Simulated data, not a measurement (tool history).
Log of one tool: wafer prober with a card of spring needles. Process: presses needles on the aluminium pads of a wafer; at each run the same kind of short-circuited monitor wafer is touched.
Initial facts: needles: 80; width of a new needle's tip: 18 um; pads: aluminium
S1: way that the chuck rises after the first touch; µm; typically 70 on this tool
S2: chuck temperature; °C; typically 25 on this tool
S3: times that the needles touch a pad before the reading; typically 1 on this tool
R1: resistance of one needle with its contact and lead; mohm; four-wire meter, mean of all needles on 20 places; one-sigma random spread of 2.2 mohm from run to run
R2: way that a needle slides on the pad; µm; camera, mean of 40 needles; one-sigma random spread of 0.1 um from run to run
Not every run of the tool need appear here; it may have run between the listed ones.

run 1 day=0 | S1=70 S2=25 S3=1 | R1=363 R2=15.93
-- day=0.6 tips cleaned on abrasive film
run 2 day=0.708 | S1=70 S2=25 S3=1 | R1=533 R2=15.75
run 3 day=1.217 | S1=70 S2=25 S3=1 | R1=528 R2=15.69
-- day=1.708 tips cleaned on abrasive film
run 4 day=2.067 | S1=70 S2=25 S3=1 | R1=369 R2=15.51
run 5 day=2.471 | S1=70 S2=25 S3=1 | R1=433 R2=15.92
-- day=2.833 tips cleaned on abrasive film
run 6 day=3.012 | S1=70 S2=25 S3=1 | R1=314 R2=15.61
run 7 day=3.462 | S1=70 S2=25 S3=1 | R1=400 R2=15.82
-- day=3.9 tips cleaned on abrasive film
run 8 day=4.042 | S1=70 S2=25 S3=1 | R1=309 R2=15.68
run 9 day=4.462 | S1=70 S2=25 S3=1 | R1=400 R2=15.72
-- day=4.946 tips cleaned on abrasive film
run 10 day=5.238 | S1=70 S2=25 S3=1 | R1=344 R2=15.67
run 11 day=5.962 | S1=70 S2=25 S3=1 | R1=457 R2=15.47
-- day=6.054 tips cleaned on abrasive film
-- day=6.367 tips cleaned on abrasive film, once more
run 12 day=6.75 | S1=70 S2=63 S3=1 | R1=366 R2=15.64
-- day=7.408 tips cleaned on abrasive film
run 13 day=7.683 | S1=70 S2=63 S3=1 | R1=346 R2=15.76
run 14 day=8.35 | S1=70 S2=63 S3=1 | R1=445 R2=15.65
-- day=8.517 tips cleaned on abrasive film
run 15 day=9.333 | S1=70 S2=25 S3=1 | R1=432 R2=15.49
-- day=9.567 tips cleaned on abrasive film
run 16 day=10.304 | S1=70 S2=25 S3=1 | R1=431 R2=15.67
-- day=10.679 tips cleaned on abrasive film
run 17 day=11.058 | S1=51 S2=60 S3=2 | R1=398 R2=11.23
-- day=11.804 tips cleaned on abrasive film
run 18 day=12.021 | S1=70 S2=67 S3=1 | R1=331 R2=15.53
run 19 day=12.812 | S1=70 S2=35 S3=1 | R1=454 R2=15.63
-- day=12.867 tips cleaned on abrasive film
run 20 day=13.342 | S1=64 S2=25 S3=1 | R1=410 R2=14.16
run 21 day=13.812 | S1=64 S2=25 S3=1 | R1=491 R2=14.16
-- day=13.921 tips cleaned on abrasive film
run 22 day=14.292 | S1=87 S2=35 S3=1 | R1=328 R2=19.26

Run 23 comes next. What will it give?
run 23 day=14.946 | S1=87 S2=35 S3=1 | R1=? R2=?

R1: 383 mohm
R2: 19.45 µm
Were there no unlogged condition in the tool, this run, its random variation unchanged, would have produced R1 239 mohm, R2 19.98 µm.
